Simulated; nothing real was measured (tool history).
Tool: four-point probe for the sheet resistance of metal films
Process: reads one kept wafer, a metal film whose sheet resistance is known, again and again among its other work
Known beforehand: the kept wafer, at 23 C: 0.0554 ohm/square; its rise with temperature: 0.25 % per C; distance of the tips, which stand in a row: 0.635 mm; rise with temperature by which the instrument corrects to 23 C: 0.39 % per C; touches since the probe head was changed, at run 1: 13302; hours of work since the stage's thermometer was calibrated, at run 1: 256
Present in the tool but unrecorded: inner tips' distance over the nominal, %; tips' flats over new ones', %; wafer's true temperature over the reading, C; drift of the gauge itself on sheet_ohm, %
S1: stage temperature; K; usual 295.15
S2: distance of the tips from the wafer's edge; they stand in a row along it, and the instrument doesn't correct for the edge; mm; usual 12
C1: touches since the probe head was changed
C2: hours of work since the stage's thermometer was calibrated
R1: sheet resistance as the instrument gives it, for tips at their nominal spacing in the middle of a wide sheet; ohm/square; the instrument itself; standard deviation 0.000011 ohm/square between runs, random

{"run": 1, "day": 0.0, "S1": 295.15, "S2": 12, "C1": 13302, "C2": 256, "R1": 0.055659}
{"run": 2, "day": 1.071, "S1": 295.15, "S2": 12, "C1": 14091, "C2": 268, "R1": 0.055635}
{"run": 3, "day": 2.288, "S1": 295.15, "S2": 12, "C1": 14987, "C2": 281, "R1": 0.055644}
{"run": 4, "day": 3.229, "S1": 298.15, "S2": 12, "C1": 15684, "C2": 292, "R1": 0.055414}
{"run": 5, "day": 3.817, "S1": 298.15, "S2": 12, "C1": 16117, "C2": 298, "R1": 0.055431}
{"run": 6, "day": 5.033, "S1": 298.15, "S2": 12, "C1": 17013, "C2": 312, "R1": 0.055461}
{"run": 7, "day": 5.921, "S1": 298.15, "S2": 12, "C1": 17668, "C2": 322, "R1": 0.055436}
{"run": 8, "day": 6.717, "S1": 298.15, "S2": 12, "C1": 18256, "C2": 331, "R1": 0.055462}
{"run": 9, "day": 7.929, "S1": 298.15, "S2": 12, "C1": 19149, "C2": 344, "R1": 0.055446}
{"run": 10, "day": 9.183, "S1": 295.15, "S2": 24, "C1": 20072, "C2": 358, "R1": 0.055618}
{"run": 11, "day": 9.892, "S1": 295.15, "S2": 12, "C1": 20595, "C2": 366, "R1": 0.05568}
{"run": 12, "day": 10.808, "S1": 295.15, "S2": 12, "C1": 21273, "C2": 376, "R1": 0.055671}
{"run": 13, "day": 11.504, "S1": 295.15, "S2": 12, "C1": 21786, "C2": 384, "R1": 0.055658}
{"run": 14, "day": 12.317, "S1": 295.15, "S2": 12, "C1": 22385, "C2": 393, "R1": 0.05571}
{"run": 15, "day": 13.158, "S1": 295.15, "S2": 12, "C1": 23005, "C2": 402, "R1": 0.055697}
{"day": 13.233, "done": "stage's thermometer calibrated"}
{"run": 16, "day": 14.233, "S1": 295.15, "S2": 12, "C1": 23783, "C2": 11, "R1": 0.055676}
{"run": 17, "day": 15.329, "S1": 295.15, "S2": 12, "C1": 24590, "C2": 23, "R1": 0.055684}
{"run": 18, "day": 16.333, "S1": 295.15, "S2": 12, "C1": 25332, "C2": 34, "R1": 0.055706}
{"day": 16.412, "done": "stage's thermometer calibrated, once more"}
{"run": 19, "day": 17.188, "S1": 295.15, "S2": 12, "C1": 25946, "C2": 9, "R1": 0.0557}
{"run": 20, "day": 18.4, "S1": 301.15, "S2": 12, "C1": 26839, "C2": 22, "R1": 0.055291}
{"run": 21, "day": 19.429, "S1": 301.15, "S2": 12, "C1": 27597, "C2": 33, "R1": 0.055263}
{"run": 22, "day": 20.283, "S1": 301.15, "S2": 4, "C1": 28228, "C2": 43, "R1": 0.055954}
{"run": 23, "day": 21.338, "S1": 293.15, "S2": 11, "C1": 29006, "C2": 55, "R1": 0.055926}
{"run": 24, "day": 22.512, "S1": 293.15, "S2": 11, "C1": 29873, "C2": 68, "R1": 0.055916}
{"run": 25, "day": 23.071, "S1": 296.15, "S2": 18, "C1": 30283, "C2": 74, "R1": 0.055635}
{"run": 26, "day": 24.262, "S1": 308.15, "S2": 7, "C1": 31162, "C2": 87, "R1": 0.054969}
{"run": 27, "day": 25.008, "S1": 308.15, "S2": 7, "C1": 31713, "C2": 95, "R1": 0.05498}
{"run": 28, "day": 26.204, "S1": 299.15, "S2": 7, "C1": 32594, "C2": 108, "R1": 0.05562}
{"run": 29, "day": 26.921, "S1": 291.15, "S2": 25, "C1": 33123, "C2": 116, "R1": 0.056023}
{"run": 30, "day": 27.488, "S1": 291.15, "S2": 25, "C1": 33542, "C2": 123, "R1": 0.056037}
{"run": 31, "day": 28.125, "S1": 291.15, "S2": 25, "C1": 34013, "C2": 130, "R1": 0.056024}
{"run": 32, "day": 28.871, "S1": 295.15, "S2": 10, "C1": 34560, "C2": 138, "R1": 0.055789}
{"run": 33, "day": 29.683, "S1": 302.15, "S2": 10, "C1": 35162, "C2": 147, "R1": 0.055298}
{"run": 34, "day": 30.646, "S1": 302.15, "S2": 4, "C1": 35871, "C2": 158, "R1": 0.055913}
{"run": 35, "day": 31.408, "S1": 302.15, "S2": 4, "C1": 36432, "C2": 166, "R1": 0.055939}
{"run": 36, "day": 32.279, "S1": 296.15, "S2": 61, "C1": 37075, "C2": 176, "R1": 0.055647}
{"run": 37, "day": 32.862, "S1": 295.15, "S2": 28, "C1": 37505, "C2": 182, "R1": 0.055738}
{"run": 38, "day": 33.475, "S1": 295.15, "S2": 28, "C1": 37955, "C2": 189, "R1": 0.055731}
{"run": 39, "day": 34.112, "S1": 295.15, "S2": 25, "C1": 38426, "C2": 196, "R1": 0.055726}
{"run": 40, "day": 35.283, "S1": 295.15, "S2": 25, "C1": 39292, "C2": 209, "R1": 0.055747}
{"run": 41, "day": 36.071, "S1": 295.15, "S2": 14, "C1": 39870, "C2": 218, "R1": 0.055787}
{"run": 42, "day": 36.742, "S1": 295.15, "S2": 27, "C1": 40366, "C2": 225, "R1": 0.055737}
{"run": 43, "day": 37.629, "S1": 298.15, "S2": 12, "C1": 41020, "C2": 235, "R1": 0.055578}
{"run": 44, "day": 38.779, "S1": 292.15, "S2": 12, "C1": 41869, "C2": 248, "R1": 0.056052}

Subtracting, for every run, the result it would have given without the tool's unlogged condition from the measured result gives the following. The same run-to-run variation enters both numbers; the gauge's scatter may not:
run=1 R1=+0.000079
run=2 R1=+0.000083
run=3 R1=+0.000088
run=4 R1=+0.000091
run=5 R1=+0.000093
run=6 R1=+0.000099
run=7 R1=+0.000101
run=8 R1=+0.000105
run=9 R1=+0.00011
run=10 R1=+0.000114
run=11 R1=+0.000117
run=12 R1=+0.000121
run=13 R1=+0.000124
run=14 R1=+0.000127
run=15 R1=+0.000129
run=16 R1=+0.000125
run=17 R1=+0.000129
run=18 R1=+0.000133
run=19 R1=+0.000173
run=20 R1=+0.000177
run=21 R1=+0.00018
run=22 R1=+0.000185
run=23 R1=+0.000189
run=24 R1=+0.000194
run=25 R1=+0.000195
run=26 R1=+0.000198
run=27 R1=+0.000201
run=28 R1=+0.000208
run=29 R1=+0.000212
run=30 R1=+0.000214
run=31 R1=+0.000217
run=32 R1=+0.000218
run=33 R1=+0.00022
run=34 R1=+0.000226
run=35 R1=+0.000229
run=36 R1=+0.000231
run=37 R1=+0.000233
run=38 R1=+0.000236
run=39 R1=+0.000238
run=40 R1=+0.000243
run=41 R1=+0.000246
run=42 R1=+0.000249
run=43 R1=+0.000251
run=44 R1=+0.000257
